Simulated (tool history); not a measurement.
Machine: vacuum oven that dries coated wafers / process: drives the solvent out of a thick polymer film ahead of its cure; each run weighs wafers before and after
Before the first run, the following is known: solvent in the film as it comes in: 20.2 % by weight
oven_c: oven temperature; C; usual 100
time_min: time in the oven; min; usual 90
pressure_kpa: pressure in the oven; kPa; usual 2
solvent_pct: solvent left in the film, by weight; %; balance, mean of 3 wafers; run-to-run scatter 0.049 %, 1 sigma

Run 1, hour 0: usual settings. Result: solvent_pct 5.58 %.
Run 2, hour 46.2: usual settings. Result: solvent_pct 5.56 %.
Run 3, hour 100.1: usual settings. Result: solvent_pct 5.63 %.
Run 4, hour 159.3: usual settings. Result: solvent_pct 5.65 %.
Run 5, hour 218.2: usual settings. Result: solvent_pct 5.56 %.
Run 6, hour 310.3: usual settings but pressure_kpa 5.75 kPa. Result: solvent_pct 8.27 %.
Run 7, hour 362: usual settings but pressure_kpa 7.67 kPa. Result: solvent_pct 9.53 %.
Run 8, hour 454.8: usual settings. Result: solvent_pct 5.68 %.
Run 9, hour 547.3: usual settings but oven_c 89 C. Result: solvent_pct 8.49 %.
Run 10, hour 592.3: usual settings but pressure_kpa 1.35 kPa. Result: solvent_pct 5.24 %.
Run 11, hour 647.2: usual settings but pressure_kpa 1.35 kPa. Result: solvent_pct 5.11 %.
Run 12, hour 738.2: usual settings but pressure_kpa 1.35 kPa. Result: solvent_pct 5.1 %.
Run 13, hour 796.8: usual settings but pressure_kpa 1.35 kPa. Result: solvent_pct 5.08 %.
Run 14, hour 861.8: usual settings but pressure_kpa 1.35 kPa. Result: solvent_pct 5.1 %.
Run 15, hour 945.3: usual settings but pressure_kpa 1.35 kPa. Result: solvent_pct 5.37 %.
Run 16, hour 994.1: usual settings but pressure_kpa 1.35 kPa. Result: solvent_pct 5.44 %.
Run 17, hour 1074.4: usual settings but pressure_kpa 1.35 kPa. Result: solvent_pct 5.51 %.
Run 18, hour 1153.7: usual settings but pressure_kpa 1.35 kPa. Result: solvent_pct 5.35 %.
Run 19, hour 1234.3: usual settings but pressure_kpa 4.8 kPa. Result: solvent_pct 7.43 %.
Run 20, hour 1300.3: usual settings but pressure_kpa 1.27 kPa. Result: solvent_pct 4.92 %.
Run 21, hour 1365.3: usual settings but pressure_kpa 1.27 kPa. Result: solvent_pct 4.93 %.
Run 22, hour 1429.3: usual settings but oven_c 96 C, time_min 55 min, pressure_kpa 1.27 kPa. Result: solvent_pct 8.63 %.
Run 23, hour 1486.6: usual settings but oven_c 111 C, time_min 96 min, pressure_kpa 1.61 kPa. Result: solvent_pct 2.64 %.
Run 24, hour 1563.6: usual settings but oven_c 85 C, pressure_kpa 3.03 kPa. Result: solvent_pct 10.28 %.
Run 25, hour 1614.4: usual settings but oven_c 110 C, time_min 49 min, pressure_kpa 2.73 kPa. Result: solvent_pct 6.72 %.
Run 26, hour 1686.1: usual settings but oven_c 85 C, time_min 77 min, pressure_kpa 5.03 kPa. Result: solvent_pct 12.89 %.
Run 27, hour 1760.3: usual settings but oven_c 106 C, time_min 102 min, pressure_kpa 1.98 kPa. Result: solvent_pct 3.44 %.
Run 28, hour 1847: usual settings but time_min 77 min, pressure_kpa 1.83 kPa. Result: solvent_pct 6.08 %.
Run 29, hour 1938.4: usual settings but time_min 77 min, pressure_kpa 1.76 kPa. Result: solvent_pct 6.07 %.
Run 30, hour 1979: usual settings but oven_c 96 C, time_min 46 min. Result: solvent_pct 10.06 %.
Run 31, hour 2022.5: usual settings but time_min 106 min, pressure_kpa 4.27 kPa. Result: solvent_pct 6.23 %.
Run 32, hour 2087.8: usual settings but time_min 105 min, pressure_kpa 1.73 kPa. Result: solvent_pct 4.51 %.
Run 33, hour 2158.2: usual settings but time_min 105 min, pressure_kpa 1.73 kPa. Result: solvent_pct 4.48 %.
Run 34, hour 2200.9: usual settings but time_min 105 min, pressure_kpa 1.73 kPa. Result: solvent_pct 4.39 %.
Run 35, hour 2243.8: usual settings but oven_c 103 C, time_min 126 min. Result: solvent_pct 3.31 %.

Not shown here: 3 entries made in the log between runs. Locate each between two listed runs and compare the hidden state at the listed run before it with the hidden state at the listed run after it:
Runs 11 to 12: oven's thermocouples calibrated (hour 654.9)
  true wafer temperature over the reading, C: 0.93 -> 1.39; true pressure over the reading, kPa: 0.599 -> 0.612
  measured less the result without the state, solvent_pct: +0.2 -> +0.1 %
Runs 14 to 15: oven's thermocouples calibrated, once more (hour 930.8)
  true wafer temperature over the reading, C: 1.43 -> -0.04; true pressure over the reading, kPa: 0.628 -> 0.639
  measured less the result without the state, solvent_pct: +0.11 -> +0.46 %
Runs 18 to 19: vacuum gauge cleaned of residue and calibrated (hour 1226.9)
  true wafer temperature over the reading, C: 0.03 -> 0.05; true pressure over the reading, kPa: 0.667 -> 0.005
  measured less the result without the state, solvent_pct: +0.46 -> -0.02 %

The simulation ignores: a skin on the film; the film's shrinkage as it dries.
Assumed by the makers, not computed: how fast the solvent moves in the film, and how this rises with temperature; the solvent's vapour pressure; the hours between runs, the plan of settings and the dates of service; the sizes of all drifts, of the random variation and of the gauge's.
